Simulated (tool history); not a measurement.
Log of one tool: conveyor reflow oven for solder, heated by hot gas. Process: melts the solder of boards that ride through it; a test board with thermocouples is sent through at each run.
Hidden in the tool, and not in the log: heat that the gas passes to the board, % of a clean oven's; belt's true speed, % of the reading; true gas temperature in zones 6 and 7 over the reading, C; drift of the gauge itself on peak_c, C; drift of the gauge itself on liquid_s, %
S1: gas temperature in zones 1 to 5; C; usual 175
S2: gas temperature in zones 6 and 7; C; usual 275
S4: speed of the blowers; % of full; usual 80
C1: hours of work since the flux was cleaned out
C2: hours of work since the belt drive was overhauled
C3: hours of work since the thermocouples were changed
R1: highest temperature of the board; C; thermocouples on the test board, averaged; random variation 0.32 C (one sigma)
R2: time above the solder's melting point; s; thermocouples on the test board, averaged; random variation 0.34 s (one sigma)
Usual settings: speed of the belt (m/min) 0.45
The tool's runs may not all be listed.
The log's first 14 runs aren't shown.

-- day=21.829 flux residue cleaned out of gas plates and filters
run 15 day=23.054 | S1=175 S2=275 speed_of_the_belt_(m/min)=0.45 S4=80 | C1=23 C2=1169 C3=452 | R1=262.9 R2=80.7
run 16 day=25.017 | S1=183 S2=275 speed_of_the_belt_(m/min)=0.471 S4=52 | C1=59 C2=1205 C3=489 | R1=256 R2=74
run 17 day=27.167 | S1=183 S2=286 speed_of_the_belt_(m/min)=0.471 S4=53 | C1=100 C2=1245 C3=529 | R1=265.5 R2=81.2
run 18 day=29.308 | S1=171 S2=287 speed_of_the_belt_(m/min)=0.45 S4=62 | C1=139 C2=1285 C3=569 | R1=268.3 R2=82.1
-- day=31.05 belt drive overhauled, speed set with a stopwatch
run 19 day=31.096 | S1=171 S2=287 speed_of_the_belt_(m/min)=0.369 S4=62 | C1=170 C2=1 C3=599 | R1=275.7 R2=106.6
run 20 day=32.7 | S1=171 S2=287 speed_of_the_belt_(m/min)=0.369 S4=62 | C1=200 C2=31 C3=629 | R1=275.2 R2=106.4
run 21 day=34.767 | S1=171 S2=287 speed_of_the_belt_(m/min)=0.369 S4=62 | C1=238 C2=69 C3=667 | R1=275.1 R2=106
run 22 day=36.296 | S1=182 S2=275 speed_of_the_belt_(m/min)=0.45 S4=80 | C1=267 C2=98 C3=696 | R1=263 R2=84
run 23 day=37.479 | S1=182 S2=275 speed_of_the_belt_(m/min)=0.45 S4=51 | C1=289 C2=120 C3=718 | R1=256.2 R2=78.4
-- day=38.9 belt drive overhauled, speed set with a stopwatch, once more
run 24 day=39.188 | S1=182 S2=275 speed_of_the_belt_(m/min)=0.45 S4=51 | C1=317 C2=5 C3=747 | R1=254.5 R2=73.3
run 25 day=40.521 | S1=161 S2=275 speed_of_the_belt_(m/min)=0.45 S4=51 | C1=342 C2=30 C3=771 | R1=249.7 R2=60.1
run 26 day=41.925 | S1=183 S2=286 speed_of_the_belt_(m/min)=0.51 S4=51 | C1=368 C2=56 C3=798 | R1=258.1 R2=67.1
run 27 day=43.996 | S1=187 S2=275 speed_of_the_belt_(m/min)=0.45 S4=53 | C1=407 C2=95 C3=836 | R1=256.6 R2=77.4
run 28 day=45.746 | S1=189 S2=279 speed_of_the_belt_(m/min)=0.45 S4=80 | C1=440 C2=128 C3=869 | R1=266.4 R2=87.2
run 29 day=46.938 | S1=178 S2=275 speed_of_the_belt_(m/min)=0.524 S4=69 | C1=462 C2=150 C3=891 | R1=252 R2=59.4
-- day=47.612 flux residue cleaned out of gas plates and filters
run 30 day=49.158 | S1=174 S2=283 speed_of_the_belt_(m/min)=0.45 S4=80 | C1=29 C2=187 C3=929 | R1=271.3 R2=83

Forecast each of these 3 alternatives for the next run:
run A day=50.496 | S1=171 S2=277 speed_of_the_belt_(m/min)=0.532 S4=80 | C1=54 C2=212 C3=953 | R1=? R2=?
run B day=50.496 | S1=181 S2=268 speed_of_the_belt_(m/min)=0.45 S4=65 | C1=54 C2=212 C3=953 | R1=? R2=?
run C day=50.496 | S1=171 S2=282 speed_of_the_belt_(m/min)=0.45 S4=89 | C1=54 C2=212 C3=953 | R1=? R2=?

run=A R1=259.1 R2=61.8
run=B R1=255.2 R2=75.6
run=C R1=271.2 R2=82.2
Without the tool's hidden state the same runs would have given:
run=A R1=256.9 R2=60.3
run=B R1=252.8 R2=73.5
run=C R1=268.8 R2=80.7
